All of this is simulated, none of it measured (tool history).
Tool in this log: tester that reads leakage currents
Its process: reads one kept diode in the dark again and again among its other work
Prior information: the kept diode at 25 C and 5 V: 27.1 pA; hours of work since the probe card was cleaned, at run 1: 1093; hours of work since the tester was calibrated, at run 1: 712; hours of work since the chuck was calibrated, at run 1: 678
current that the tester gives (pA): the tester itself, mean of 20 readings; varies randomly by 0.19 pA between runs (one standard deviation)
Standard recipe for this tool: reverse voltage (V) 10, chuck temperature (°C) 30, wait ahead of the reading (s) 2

run	hour	reverse voltage (V)	chuck temperature (°C)	wait ahead of the reading (s)	hours of work since the probe card was cleaned	hours of work since the tester was calibrated	hours of work since the chuck was calibrated	current that the tester gives (pA)
1	0	10	30	2	1093	712	678	67.15
2	25.5	10	44	2	1107	727	692	191.22
3	50	10	44	2	1121	741	706	190.22
4	90.2	10	44	2	1144	763	729	191.85
5	135.4	10	44	2	1169	789	754	191.36
6	173.6	10	44	2	1191	810	776	192.1
7	211.4	10	30	2	1212	831	797	68.34
8	245.9	1.4	30	2	1232	851	816	21.55
9	273.2	1.4	30	2	1247	866	832	21.56
10	315.7	1.4	30	2	1271	890	856	21.65
11	336.4	1.4	30	2	1283	902	867	21.59
12	387	1.4	30	2	1311	930	896	21.75
# hour 392.6: chuck's temperature calibrated
13	432	1.4	30	2	1335	955	22	22.01
14	466.9	10	49	2	1355	974	42	281.29
15	492.2	10	30	1.28	1369	988	56	70.56
16	515.5	10	30	2	1382	1002	69	70.24
# hour 558.7: chuck's temperature calibrated, once more
17	566.8	10	30	2	1410	1029	5	66.05
18	616.7	10	30	2	1438	1057	33	66.01
19	642.4	10	30	2	1453	1072	47	66.48
20	689.6	10	30	2	1479	1098	74	66.52
21	731.8	12.3	21	2.74	1503	1122	97	39.09
22	780.9	1.2	21	1.73	1531	1150	125	9.34
23	812.6	1.2	21	1.73	1548	1168	143	9.35
24	840.1	10.1	37	2.67	1564	1183	158	112.3
25	866.8	2	21	9.68	1579	1198	173	12.7
26	910.2	5.5	25	9.68	1603	1223	198	31.61
27	959.4	5.5	25	9.68	1631	1250	226	32.15
28	998.8	10	27	2	1653	1273	248	54.15
29	1022.2	1.1	24	0.39	1666	1286	261	11.67
30	1050.4	1.8	43	1.68	1682	1302	277	64.91
31	1089.6	2.4	30	0.5	1704	1324	299	29.22
32	1139.8	5.6	52	0.51	1733	1352	327	238.68
33	1164.5	5.6	52	0.51	1746	1366	341	239.26
34	1208.3	13.4	39	0.65	1771	1390	366	157.45
35	1239.7	13.4	39	0.65	1789	1408	383	157.95
36	1289.2	13.4	39	0.65	1817	1436	411	158.11
37	1312.8	4.1	26	0.65	1830	1449	425	30.32
38	1347.2	4.1	60	3.37	1849	1469	444	344.82
39	1374.2	4.1	23	3.37	1865	1484	459	23.62

Here are 3 independent what-if runs from the current tool condition. What would each one return?
A	1418.1	4.2	23	3.37	1889	1509	484	?
B	1418.1	10	30	2.98	1889	1509	484	?
C	1418.1	3.4	26	3.37	1889	1509	484	?

run	current that the tester gives (pA)
A	24.08
B	68.27
C	26.41
Stripped of hidden state, with their random variation kept, the same runs would have yielded:
run	current that the tester gives (pA)
A	21.06
B	61.11
C	23.94
